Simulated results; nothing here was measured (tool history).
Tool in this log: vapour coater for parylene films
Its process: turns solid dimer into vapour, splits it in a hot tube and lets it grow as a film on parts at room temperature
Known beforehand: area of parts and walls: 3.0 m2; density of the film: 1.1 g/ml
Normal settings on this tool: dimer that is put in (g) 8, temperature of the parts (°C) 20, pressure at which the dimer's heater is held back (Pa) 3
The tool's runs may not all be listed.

run	hour	dimer that is put in (g)	temperature of the parts (°C)	pressure at which the dimer's heater is held back (Pa)	thickness of the film (um)
1	0	8	20	3	1.57
2	26.5	8	20	3	1.58
3	53.7	8	20	3	1.58
4	72.5	8	20	3	1.58
5	84.3	8	20	8.26	1.47
6	108	8	20	2.3	1.59
7	133.3	8	20	2.3	1.59
8	152.8	8	20	2.3	1.58
9	172.9	11	20	3	2.15
10	188.1	8	20	3	1.54
11	212.7	4	20	3	0.78
12	224.8	8	20	3	1.54
13	249.7	8	20	3	1.53
14	271.3	8	20	2.84	1.54
15	298.8	8	20	2.84	1.53
16	315.5	8	20	11.15	1.4
17	327	8	20	11.15	1.4
18	343	8	20	11.15	1.42
19	358.8	3	20	3	0.58
20	372.2	3	20	3	0.56
21	386.1	8	20	3	1.52
22	410	3	20	3	0.56
23	425.8	3	20	3	0.57
24	437.8	5	22	3	0.88
25	451.6	4	13	8.5	0.89
26	478.1	7	13	9.64	1.54
27	505	11	22	6.02	1.84
28	518.9	3	15	6.02	0.63
29	541.3	8	19	9.67	1.44
30	553	8	19	9.67	1.44
31	580.8	8	19	9.67	1.42
# hour 586.5: trap's valve overhauled
32	610.5	8	19	9.67	1.52
33	626.4	9	12	2.57	2.37
34	653.1	12	14	2.57	2.95
35	676.4	12	14	2.57	2.94
36	689.1	8	20	3.05	1.58
37	702.4	8	13	2.59	2.03
38	723.1	8	23	2.69	1.43
39	736.8	10	24	6.01	1.66
40	761.5	8	18	7.08	1.61
41	786.9	7	18	5.45	1.41
42	814.4	7	18	5.45	1.42
43	836.8	3	17	9.42	0.6

Below, each run's measurement less what the same run would have read without the hidden state. Both values contain the same run-to-run variation, but the gauge's scatter may not be the same in both:
Hidden state present: vapour lost through the trap's worn valve, %; true temperature of the parts over the reading, C; drift of the gauge itself on film_um, %.
run	thickness of the film (um)
1	-0.03
2	-0.04
3	-0.03
4	-0.04
5	-0.04
6	-0.05
7	-0.05
8	-0.05
9	-0.07
10	-0.06
11	-0.03
12	-0.07
13	-0.07
14	-0.07
15	-0.08
16	-0.07
17	-0.07
18	-0.08
19	-0.03
20	-0.03
21	-0.09
22	-0.03
23	-0.04
24	-0.05
25	-0.05
26	-0.11
27	-0.13
28	-0.05
29	-0.11
30	-0.11
31	-0.11
32	-0.01
33	-0.02
34	-0.02
35	-0.03
36	-0.02
37	-0.02
38	-0.02
39	-0.03
40	-0.03
41	-0.03
42	-0.03
43	-0.01
